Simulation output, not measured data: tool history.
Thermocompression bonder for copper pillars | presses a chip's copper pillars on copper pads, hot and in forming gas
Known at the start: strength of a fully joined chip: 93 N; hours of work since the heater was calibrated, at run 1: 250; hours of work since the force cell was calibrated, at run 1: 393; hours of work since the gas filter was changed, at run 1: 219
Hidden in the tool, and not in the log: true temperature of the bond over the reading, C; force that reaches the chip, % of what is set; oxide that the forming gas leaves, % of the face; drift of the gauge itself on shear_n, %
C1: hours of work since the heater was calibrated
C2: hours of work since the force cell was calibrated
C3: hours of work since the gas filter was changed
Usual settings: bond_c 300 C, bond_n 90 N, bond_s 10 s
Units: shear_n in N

Run 1, hour 0.0: usual settings; C1 250; C2 393; C3 219. Result: shear_n 62.0 N.
Run 2, hour 11.3: usual settings; C1 256; C2 399; C3 225. Result: shear_n 61.7 N.
Run 3, hour 23.6: usual settings; C1 262; C2 405; C3 231. Result: shear_n 61.5 N.
Run 4, hour 29.8: usual settings; C1 265; C2 408; C3 234. Result: shear_n 61.7 N.
Run 5, hour 36.7: usual settings; C1 269; C2 412; C3 238. Result: shear_n 61.4 N.
Run 6, hour 47.6: usual settings; C1 274; C2 418; C3 244. Result: shear_n 61.5 N.
Run 7, hour 59.1: usual settings but bond_s 8 s; C1 280; C2 424; C3 250. Result: shear_n 57.3 N.
Run 8, hour 66.2: usual settings; C1 284; C2 427; C3 253. Result: shear_n 61.5 N.
At hour 68.4: force cell calibrated.
Run 9, hour 74.7: usual settings; C1 288; C2 3; C3 257. Result: shear_n 59.9 N.
Run 10, hour 80.6: usual settings; C1 291; C2 6; C3 260. Result: shear_n 59.6 N.
Run 11, hour 93.4: usual settings; C1 297; C2 13; C3 267. Result: shear_n 60.2 N.
Run 12, hour 103.4: usual settings; C1 303; C2 18; C3 272. Result: shear_n 59.8 N.
Run 13, hour 115.7: usual settings; C1 309; C2 25; C3 278. Result: shear_n 59.5 N.
Run 14, hour 128.0: usual settings but bond_c 283 C, bond_n 62 N, bond_s 13 s; C1 315; C2 31; C3 284. Result: shear_n 39.1 N.
At hour 135.2: force cell calibrated, once more.
Run 15, hour 141.1: usual settings but bond_c 281 C, bond_n 56 N, bond_s 15 s; C1 321; C2 3; C3 290. Result: shear_n 38.8 N.
Run 16, hour 152.7: usual settings but bond_c 325 C, bond_n 54 N, bond_s 28 s; C1 327; C2 9; C3 296. Result: shear_n 67.5 N.
Run 17, hour 163.3: usual settings but bond_c 324 C, bond_n 81 N, bond_s 7 s; C1 333; C2 15; C3 302. Result: shear_n 62.8 N.
At hour 172.7: forming gas filter changed.
Run 18, hour 176.1: usual settings but bond_c 324 C, bond_n 107 N, bond_s 14 s; C1 339; C2 21; C3 2. Result: shear_n 86.9 N.
Run 19, hour 186.1: usual settings but bond_c 272 C, bond_n 63 N, bond_s 15 s; C1 344; C2 26; C3 7. Result: shear_n 42.5 N.
Run 20, hour 196.3: usual settings but bond_c 272 C, bond_n 63 N, bond_s 9 s; C1 350; C2 31; C3 12. Result: shear_n 35.7 N.
Run 21, hour 205.2: usual settings but bond_c 284 C, bond_n 115 N, bond_s 20 s; C1 354; C2 36; C3 17. Result: shear_n 80.7 N.
Run 22, hour 211.3: usual settings but bond_c 315 C, bond_n 63 N, bond_s 25 s; C1 357; C2 39; C3 20. Result: shear_n 73.0 N.
Run 23, hour 220.9: usual settings but bond_c 320 C, bond_s 17 s; C1 362; C2 44; C3 25. Result: shear_n 82.1 N.
Run 24, hour 228.4: usual settings but bond_c 320 C, bond_s 17 s; C1 366; C2 48; C3 29. Result: shear_n 82.1 N.
Run 25, hour 233.9: usual settings but bond_c 320 C, bond_s 17 s; C1 369; C2 51; C3 32. Result: shear_n 82.6 N.

How the hidden state differs across the entries between the runs, from the last listed run before each to the first after it:
Between runs 8 and 9: force cell calibrated (hour 68.4)
  force that reaches the chip, % of what is set: 95.9 -> 93.3; oxide that the forming gas leaves, % of the face: 7.02 -> 7.1
  measured less the result without the state, shear_n: -4.4 -> -5.7 N
Between runs 14 and 15: force cell calibrated, once more (hour 135.2)
  true temperature of the bond over the reading, C: 3.9 -> 4; force that reaches the chip, % of what is set: 93 -> 99.6; oxide that the forming gas leaves, % of the face: 7.8 -> 7.96
  measured less the result without the state, shear_n: -4.4 -> -1.4 N
Between runs 17 and 18: forming gas filter changed (hour 172.7)
  force that reaches the chip, % of what is set: 99.5 -> 99.4; oxide that the forming gas leaves, % of the face: 8.24 -> 0.57
  measured less the result without the state, shear_n: -3.7 -> +0.8 N

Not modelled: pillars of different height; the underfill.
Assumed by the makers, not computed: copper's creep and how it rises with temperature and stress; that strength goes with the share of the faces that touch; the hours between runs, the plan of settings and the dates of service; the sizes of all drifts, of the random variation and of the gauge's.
